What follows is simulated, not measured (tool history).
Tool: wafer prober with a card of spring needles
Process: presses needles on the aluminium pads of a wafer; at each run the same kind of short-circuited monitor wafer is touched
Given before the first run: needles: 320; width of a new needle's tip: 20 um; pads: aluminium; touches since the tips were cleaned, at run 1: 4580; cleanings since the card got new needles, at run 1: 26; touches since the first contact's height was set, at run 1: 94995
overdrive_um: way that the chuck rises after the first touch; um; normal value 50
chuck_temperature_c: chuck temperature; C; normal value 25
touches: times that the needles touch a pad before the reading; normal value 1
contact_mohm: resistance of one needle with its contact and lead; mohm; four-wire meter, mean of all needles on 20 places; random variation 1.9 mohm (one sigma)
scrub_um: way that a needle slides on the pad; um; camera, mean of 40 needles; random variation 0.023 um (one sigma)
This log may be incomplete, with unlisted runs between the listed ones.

run   hour  overdrive_um  chuck_temperature_c  touches  touches since the tips were cleaned  cleanings since the card got new needles  touches since the first contact's height was set  contact_mohm  scrub_um
  1    0.0            50                   25        1                                 4580                                        26                                             94995           712     11.14
      12.6  -- tips cleaned on abrasive film
  2   27.1            50                   25        1                                 2624                                        27                                             99889           992     11.06
      46.5  -- height of the first contact set anew
  3   46.5            50                   25        1                                 6083                                        27                                                 0           981     11.23
      50.6  -- tips cleaned on abrasive film
  4   68.1            50                   25        1                                 3185                                        28                                              3906           606     11.22
      87.5  -- tips cleaned on abrasive film
  5   93.5            50                   25        1                                 1084                                        29                                              8475           418     11.20
  6  108.8            50                   25        1                                 3870                                        29                                             11261           697     11.23
     124.6  -- tips cleaned on abrasive film
  7  134.2            50                   25        1                                 1742                                        30                                             15834           489     11.19
  8  147.9            50                   25        2                                 4226                                        30                                             18318           501     11.18
     156.0  -- tips cleaned on abrasive film, once more
  9  166.0            50                   25        2                                 1815                                        31                                             21592           396     11.17
 10  191.9            50                   25        2                                 6492                                        31                                             26269           577     11.14
     194.5  -- tips cleaned on abrasive film
 11  215.1            50                   25        2                                 3739                                        32                                             30462           481     11.17
     231.2  -- tips cleaned on abrasive film
 12  240.1            50                   25        2                                 1615                                        33                                             34982           376     11.15
 13  266.9            50                   25        1                                 6464                                        33                                             39831           819     11.11
     269.5  -- tips cleaned on abrasive film
 14  281.3            50                   25        1                                 2138                                        34                                             42425           500     11.18
 15  299.4            50                   25        1                                 5409                                        34                                             45696           754     11.19
     308.1  -- tips cleaned on abrasive film
 16  316.4            50                   25        1                                 1494                                        35                                             48761           467     11.11
 17  337.7            50                   25        1                                 5351                                        35                                             52618           776     11.14
     344.9  -- tips cleaned on abrasive film
 18  357.7            39                   63        1                                 2321                                        36                                             56237           741      8.64
 19  373.0            39                   63        1                                 5085                                        36                                             59001          1067      8.66
     382.9  -- tips cleaned on abrasive film
 20  390.3            66                   51        2                                 1334                                        37                                             62117           295     14.67
 21  416.4            50                  121        1                                 6060                                        37                                             66843           764     11.13
     419.3  -- tips cleaned on abrasive film
 22  428.0            50                  121        1                                 1579                                        38                                             68940           448     11.10
 23  439.7            50                  121        1                                 3692                                        38                                             71053           629     11.10
     456.9  -- tips cleaned on abrasive film
 24  466.6            65                  118        3                                 1750                                        39                                             75908           282     14.47
 25  483.6            33                  118        1                                 4837                                        39                                             78995          1296      7.27
     495.0  -- tips cleaned on abrasive film
 26  501.6            31                   77        1                                 1197                                        40                                             82246           768      6.84
 27  524.8            56                   85        2                                 5390                                        40                                             86439           470     12.43
     533.3  -- tips cleaned on abrasive film
 28  540.5            31                   85        3                                 1289                                        41                                             89260           433      6.82
 29  553.3            31                   85        3                                 3624                                        41                                             91595           627      6.84
     569.8  -- tips cleaned on abrasive film
 30  579.8            33                   75        2                                 1804                                        42                                             96371           583      7.23
 31  601.7            62                   95        2                                 5767                                        42                                            100334           428     13.77
     608.3  -- tips cleaned on abrasive film
 32  613.4            62                   95        2                                  938                                        43                                            102449           294     13.79
     620.2  -- height of the first contact set anew
 33  636.0            62                   95        2                                 4979                                        43                                              2860           409     13.92

Below, each run's measurement less what the same run would have read without the hidden state. Both values contain the same run-to-run variation, but the gauge's scatter may not be the same in both:
Hidden state at play: debris on the tips, nm; way that the needles fall short of the set height, um; tips' diameter, um; drift of the gauge itself on contact_mohm, %; drift of the gauge itself on scrub_um, %.
run  contact_mohm  scrub_um
  1          +501     -0.12
  2          +784     -0.15
  3          +775     +0.00
  4          +400     -0.01
  5          +211     -0.03
  6          +484     -0.03
  7          +283     -0.03
  8          +291     -0.04
  9          +184     -0.05
 10          +371     -0.04
 11          +273     -0.06
 12          +167     -0.07
 13          +612     -0.07
 14          +293     -0.08
 15          +546     -0.08
 16          +256     -0.09
 17          +568     -0.09
 18          +517     -0.10
 19          +839     -0.10
 20           +86     -0.11
 21          +525     -0.10
 22          +217     -0.11
 23          +396     -0.12
 24           +55     -0.12
 25         +1040     -0.12
 26          +523     -0.13
 27          +247     -0.13
 28          +186     -0.14
 29          +381     -0.14
 30          +346     -0.15
 31          +209     -0.15
 32           +72     -0.16
 33          +191     +0.00
